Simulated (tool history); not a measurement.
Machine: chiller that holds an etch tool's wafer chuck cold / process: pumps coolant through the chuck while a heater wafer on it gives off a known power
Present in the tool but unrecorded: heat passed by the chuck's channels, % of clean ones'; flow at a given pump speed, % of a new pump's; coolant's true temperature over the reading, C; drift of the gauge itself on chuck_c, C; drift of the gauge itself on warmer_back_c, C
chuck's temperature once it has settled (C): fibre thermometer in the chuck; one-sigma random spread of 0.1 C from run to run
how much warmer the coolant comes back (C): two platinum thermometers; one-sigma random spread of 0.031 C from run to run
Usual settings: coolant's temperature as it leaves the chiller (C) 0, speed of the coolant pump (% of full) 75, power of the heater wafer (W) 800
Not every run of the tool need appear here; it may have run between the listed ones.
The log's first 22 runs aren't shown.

run,day,coolant's temperature as it leaves the chiller (C),speed of the coolant pump (% of full),power of the heater wafer (W),hours since the coolant was changed and the channels were flushed,hours since the pump was overhauled,hours since the chiller's thermometer was calibrated,chuck's temperature once it has settled (C),how much warmer the coolant comes back (C)
23,60.092,0,90,800,728,3344,3471,4.7,1.87
24,61.800,-8,89,833,769,3385,3512,-2.9,1.94
25,65.525,-8,63,1040,859,3474,3601,1.6,3.51
26,69.121,7,88,1060,945,3560,3688,13.9,2.52
27,71.029,7,88,1060,991,3606,3733,14.0,2.52
28,74.504,2,88,1095,1074,3690,3817,9.3,2.68
29,78.004,0,78,800,1158,3773,3901,5.8,2.19
30,81.446,-6,95,727,1241,3856,3983,-2.0,1.63
31,83.654,-6,95,727,1294,3909,4036,-1.8,1.62

What if the next run were any one of these 3? Each begins from the tool's condition after run 31:
A,86.512,-6,95,525,1362,3978,4105,?,?
B,86.512,5,95,727,1362,3978,4105,?,?
C,86.512,-6,75,800,1362,3978,4105,?,?

run,chuck's temperature once it has settled (C),how much warmer the coolant comes back (C)
A,-3.5,1.16
B,9.0,1.68
C,0.1,2.34
With no hidden state in the tool, these same runs would have given:
run,chuck's temperature once it has settled (C),how much warmer the coolant comes back (C)
A,-2.9,0.98
B,9.3,1.43
C,0.0,1.98
